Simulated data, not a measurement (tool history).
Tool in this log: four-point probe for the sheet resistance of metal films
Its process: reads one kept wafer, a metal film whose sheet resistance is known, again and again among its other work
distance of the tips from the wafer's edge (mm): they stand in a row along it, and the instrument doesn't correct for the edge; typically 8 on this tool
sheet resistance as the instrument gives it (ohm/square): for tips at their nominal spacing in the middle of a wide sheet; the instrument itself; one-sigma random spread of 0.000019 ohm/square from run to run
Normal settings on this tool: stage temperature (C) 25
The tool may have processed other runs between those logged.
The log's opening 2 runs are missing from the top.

run	hour	stage temperature (C)	distance of the tips from the wafer's edge (mm)	touches since the probe head was changed	hours of work since the stage's thermometer was calibrated	sheet resistance as the instrument gives it (ohm/square)
3	92.8	25	8	11505	332	0.097454
4	142.6	25	8	12306	352	0.097466
5	192.6	25	8	13108	372	0.097486
6	258.5	25	8	14167	399	0.097484
7	324	25	8	15218	425	0.097463
8	362.7	19	8	15840	441	0.097414
9	428.8	19	8	16902	468	0.097387
10	470	19	8	17564	484	0.097419
11	514	31	8	18271	502	0.097589
12	559.3	31	8	18997	520	0.097564
13	612.8	31	8	19858	542	0.097553
14	679.9	25	4	20935	569	0.099795
15	726.3	25	8	21680	587	0.097485
16	768.7	25	8	22361	604	0.097534
17	815.7	25	8	23115	623	0.097516
18	850	19	8	23666	637	0.097413
# hour 853.3: stage's thermometer calibrated
19	879.3	19	8	24130	10	0.097399
20	916.2	19	8	24721	25	0.097436
21	983.6	19	8	25804	52	0.097459
# hour 992.9: stage's thermometer calibrated, once more
22	1028.1	19	8	26512	14	0.097438
23	1091.7	24	47	27532	40	0.096767
24	1123.2	22	4	28038	52	0.099809
25	1161.8	22	4	28659	68	0.099839

Predict the results of run 26:
26	1200.5	22	65	29279	84	?

Run 26 produced sheet resistance as the instrument gives it (ohm/square) 0.096694.
On a tool with no hidden condition, and with the same random variation, this run would have come out at sheet resistance as the instrument gives it (ohm/square) 0.096495.
